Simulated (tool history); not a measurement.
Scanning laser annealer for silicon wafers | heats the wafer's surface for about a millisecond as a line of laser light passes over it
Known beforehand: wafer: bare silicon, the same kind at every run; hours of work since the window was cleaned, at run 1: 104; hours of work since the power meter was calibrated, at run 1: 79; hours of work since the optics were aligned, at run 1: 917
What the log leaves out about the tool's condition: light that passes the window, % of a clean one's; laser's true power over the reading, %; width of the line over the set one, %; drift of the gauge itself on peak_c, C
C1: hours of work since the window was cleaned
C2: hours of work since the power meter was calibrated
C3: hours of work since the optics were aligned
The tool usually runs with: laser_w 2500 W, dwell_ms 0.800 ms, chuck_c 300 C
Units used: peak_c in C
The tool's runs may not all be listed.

Run 1, hour 0.0: usual settings; C1 104; C2 79; C3 917. Result: peak_c 1118 C.
Run 2, hour 5.9: usual settings; C1 107; C2 82; C3 920. Result: peak_c 1124 C.
Run 3, hour 14.0: usual settings; C1 111; C2 86; C3 924. Result: peak_c 1120 C.
Run 4, hour 19.8: usual settings; C1 114; C2 89; C3 927. Result: peak_c 1120 C.
Run 5, hour 26.5: usual settings; C1 117; C2 92; C3 930. Result: peak_c 1120 C.
Run 6, hour 32.7: usual settings; C1 120; C2 95; C3 933. Result: peak_c 1118 C.
Run 7, hour 38.5: usual settings; C1 123; C2 98; C3 936. Result: peak_c 1120 C.
Run 8, hour 47.6: usual settings; C1 127; C2 103; C3 940. Result: peak_c 1121 C.
Run 9, hour 55.6: usual settings; C1 131; C2 107; C3 944. Result: peak_c 1119 C.
Run 10, hour 64.2: usual settings; C1 135; C2 111; C3 948. Result: peak_c 1123 C.
Run 11, hour 70.1: usual settings but dwell_ms 0.904 ms; C1 138; C2 114; C3 951. Result: peak_c 1164 C.
Run 12, hour 76.9: usual settings but dwell_ms 0.904 ms; C1 142; C2 117; C3 954. Result: peak_c 1165 C.
Run 13, hour 83.4: usual settings but dwell_ms 0.767 ms; C1 145; C2 120; C3 958. Result: peak_c 1107 C.
Run 14, hour 88.9: usual settings but dwell_ms 0.754 ms; C1 147; C2 123; C3 960. Result: peak_c 1097 C.
Run 15, hour 96.2: usual settings but dwell_ms 0.754 ms; C1 151; C2 126; C3 964. Result: peak_c 1098 C.
Run 16, hour 104.9: usual settings but dwell_ms 0.754 ms; C1 155; C2 131; C3 968. Result: peak_c 1101 C.
Run 17, hour 113.6: usual settings; C1 159; C2 135; C3 972. Result: peak_c 1120 C.
Run 18, hour 117.9: usual settings; C1 161; C2 137; C3 974. Result: peak_c 1119 C.
Run 19, hour 126.8: usual settings but dwell_ms 0.732 ms; C1 166; C2 141; C3 979. Result: peak_c 1091 C.
Run 20, hour 135.7: usual settings; C1 170; C2 145; C3 983. Result: peak_c 1125 C.
Run 21, hour 141.9: usual settings; C1 173; C2 149; C3 986. Result: peak_c 1119 C.
Run 22, hour 145.9: usual settings but laser_w 2675 W, dwell_ms 0.885 ms, chuck_c 276 C; C1 175; C2 150; C3 988. Result: peak_c 1196 C.
Run 23, hour 152.5: usual settings but laser_w 2168 W, dwell_ms 0.842 ms, chuck_c 298 C; C1 178; C2 154; C3 991. Result: peak_c 1018 C.
Run 24, hour 158.9: usual settings but laser_w 2665 W, chuck_c 297 C; C1 181; C2 157; C3 994. Result: peak_c 1176 C.
Run 25, hour 167.2: usual settings but laser_w 2665 W, chuck_c 297 C; C1 185; C2 161; C3 998. Result: peak_c 1176 C.
Run 26, hour 173.5: usual settings but laser_w 2448 W, dwell_ms 0.566 ms, chuck_c 291 C; C1 189; C2 164; C3 1001. Result: peak_c 978 C.
Run 27, hour 180.6: usual settings but laser_w 2746 W, dwell_ms 0.628 ms; C1 192; C2 167; C3 1005. Result: peak_c 1117 C.
Run 28, hour 188.0: usual settings but laser_w 2746 W, dwell_ms 0.628 ms; C1 196; C2 171; C3 1008. Result: peak_c 1119 C.
Run 29, hour 192.2: usual settings but laser_w 2703 W, dwell_ms 0.736 ms; C1 198; C2 173; C3 1011. Result: peak_c 1157 C.
Run 30, hour 197.1: usual settings but laser_w 2700 W, dwell_ms 0.600 ms, chuck_c 333 C; C1 200; C2 175; C3 1013. Result: peak_c 1121 C.
Run 31, hour 204.5: usual settings but laser_w 2737 W; C1 204; C2 179; C3 1016. Result: peak_c 1203 C.

Run 32, settings as shown, results not yet in. Your forecast:
Run 32, hour 209.1: usual settings but laser_w 2737 W; C1 206; C2 181; C3 1019. Result: peak_c ?.

peak_c: 1202 C
Had the tool carried no hidden state, the very same run would have given peak_c 1202 C.

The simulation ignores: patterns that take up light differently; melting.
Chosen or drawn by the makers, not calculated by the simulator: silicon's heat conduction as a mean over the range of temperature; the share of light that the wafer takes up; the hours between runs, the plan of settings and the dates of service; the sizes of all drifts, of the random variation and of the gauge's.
